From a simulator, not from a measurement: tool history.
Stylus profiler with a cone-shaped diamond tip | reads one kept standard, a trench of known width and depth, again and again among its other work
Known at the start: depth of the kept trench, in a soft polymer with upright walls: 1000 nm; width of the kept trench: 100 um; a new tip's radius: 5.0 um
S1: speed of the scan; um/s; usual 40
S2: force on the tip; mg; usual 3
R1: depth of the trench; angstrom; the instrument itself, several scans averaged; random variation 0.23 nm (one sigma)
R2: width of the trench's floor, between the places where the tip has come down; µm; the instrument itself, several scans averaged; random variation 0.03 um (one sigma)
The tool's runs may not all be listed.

{"run": 1, "hour": 0.0, "S1": 40, "S2": 3, "R1": 10088.9, "R2": 93.76}
{"run": 2, "hour": 14.2, "S1": 40, "S2": 1.36, "R1": 10052.4, "R2": 93.66}
{"run": 3, "hour": 35.5, "S1": 40, "S2": 1.36, "R1": 10053.8, "R2": 93.66}
{"run": 4, "hour": 58.9, "S1": 40, "S2": 1.36, "R1": 10054.5, "R2": 93.72}
{"run": 5, "hour": 74.1, "S1": 40, "S2": 1.36, "R1": 10055.8, "R2": 93.63}
{"run": 6, "hour": 98.5, "S1": 40, "S2": 1.36, "R1": 10050.9, "R2": 93.72}
{"run": 7, "hour": 116.0, "S1": 40, "S2": 3, "R1": 10090, "R2": 93.77}
{"run": 8, "hour": 133.4, "S1": 40, "S2": 3, "R1": 10086.1, "R2": 93.81}
{"run": 9, "hour": 153.5, "S1": 40, "S2": 3, "R1": 10092.8, "R2": 93.77}
{"run": 10, "hour": 164.4, "S1": 25, "S2": 3, "R1": 10089.1, "R2": 93.91}
{"run": 11, "hour": 181.5, "S1": 25, "S2": 3, "R1": 10089.5, "R2": 93.79}
{"run": 12, "hour": 196.1, "S1": 25, "S2": 3, "R1": 10086.3, "R2": 93.87}
{"run": 13, "hour": 214.5, "S1": 40, "S2": 3, "R1": 10089.6, "R2": 93.79}
{"run": 14, "hour": 235.0, "S1": 40, "S2": 3, "R1": 10086.7, "R2": 93.79}
{"run": 15, "hour": 252.3, "S1": 40, "S2": 3, "R1": 10092.4, "R2": 93.8}
{"run": 16, "hour": 266.7, "S1": 40, "S2": 2.82, "R1": 10086.9, "R2": 93.79}
{"run": 17, "hour": 289.6, "S1": 40, "S2": 2.82, "R1": 10091.8, "R2": 93.76}
{"run": 18, "hour": 307.8, "S1": 40, "S2": 3.09, "R1": 10092.3, "R2": 93.79}
{"run": 19, "hour": 328.2, "S1": 40, "S2": 3.09, "R1": 10091.7, "R2": 93.76}
{"run": 20, "hour": 342.2, "S1": 15, "S2": 3.56, "R1": 10096.2, "R2": 93.89}
{"run": 21, "hour": 354.2, "S1": 28, "S2": 6.68, "R1": 10156.7, "R2": 93.89}
{"run": 22, "hour": 376.0, "S1": 100, "S2": 1.2, "R1": 10049.3, "R2": 93.2}
{"run": 23, "hour": 386.7, "S1": 100, "S2": 1.2, "R1": 10051.4, "R2": 93.2}
{"run": 24, "hour": 410.6, "S1": 100, "S2": 1.2, "R1": 10049.1, "R2": 93.12}
{"run": 25, "hour": 432.1, "S1": 12, "S2": 2.05, "R1": 10069.5, "R2": 93.89}
{"run": 26, "hour": 452.8, "S1": 12, "S2": 2.05, "R1": 10071.2, "R2": 93.9}
{"run": 27, "hour": 476.3, "S1": 30, "S2": 3.11, "R1": 10091.9, "R2": 93.79}
{"run": 28, "hour": 489.2, "S1": 30, "S2": 3.11, "R1": 10093.5, "R2": 93.85}
{"run": 29, "hour": 507.9, "S1": 46, "S2": 3.11, "R1": 10094.9, "R2": 93.77}
{"run": 30, "hour": 525.9, "S1": 14, "S2": 4.53, "R1": 10121.5, "R2": 93.88}
{"run": 31, "hour": 544.5, "S1": 125, "S2": 3, "R1": 10089.2, "R2": 93.34}
{"run": 32, "hour": 568.8, "S1": 125, "S2": 3, "R1": 10089.8, "R2": 93.31}
{"run": 33, "hour": 585.9, "S1": 19, "S2": 3, "R1": 10085.2, "R2": 93.9}
{"run": 34, "hour": 604.9, "S1": 77, "S2": 1.01, "R1": 10045.4, "R2": 93.3}
{"run": 35, "hour": 627.3, "S1": 149, "S2": 2.17, "R1": 10074.5, "R2": 93.01}
{"run": 36, "hour": 643.0, "S1": 149, "S2": 2.17, "R1": 10072, "R2": 93.12}
{"run": 37, "hour": 656.2, "S1": 149, "S2": 2.68, "R1": 10086.2, "R2": 93.16}
{"run": 38, "hour": 670.1, "S1": 14, "S2": 2.17, "R1": 10073.9, "R2": 93.87}

Forecast each of these 4 alternatives for the next run:
{"run": "A", "hour": 688.3, "S1": 37, "S2": 3.08, "R1": "?", "R2": "?"}
{"run": "B", "hour": 688.3, "S1": 14, "S2": 1.46, "R1": "?", "R2": "?"}
{"run": "C", "hour": 688.3, "S1": 49, "S2": 5.22, "R1": "?", "R2": "?"}
{"run": "D", "hour": 688.3, "S1": 60, "S2": 6.92, "R1": "?", "R2": "?"}

run=A R1=10092.4 R2=93.78
run=B R1=10054.1 R2=93.86
run=C R1=10134.2 R2=93.77
run=D R1=10160.1 R2=93.8
Without the tool's hidden state the same runs would have given:
run=A R1=10092.5 R2=93.78
run=B R1=10054.2 R2=93.86
run=C R1=10134.3 R2=93.77
run=D R1=10160.2 R2=93.8
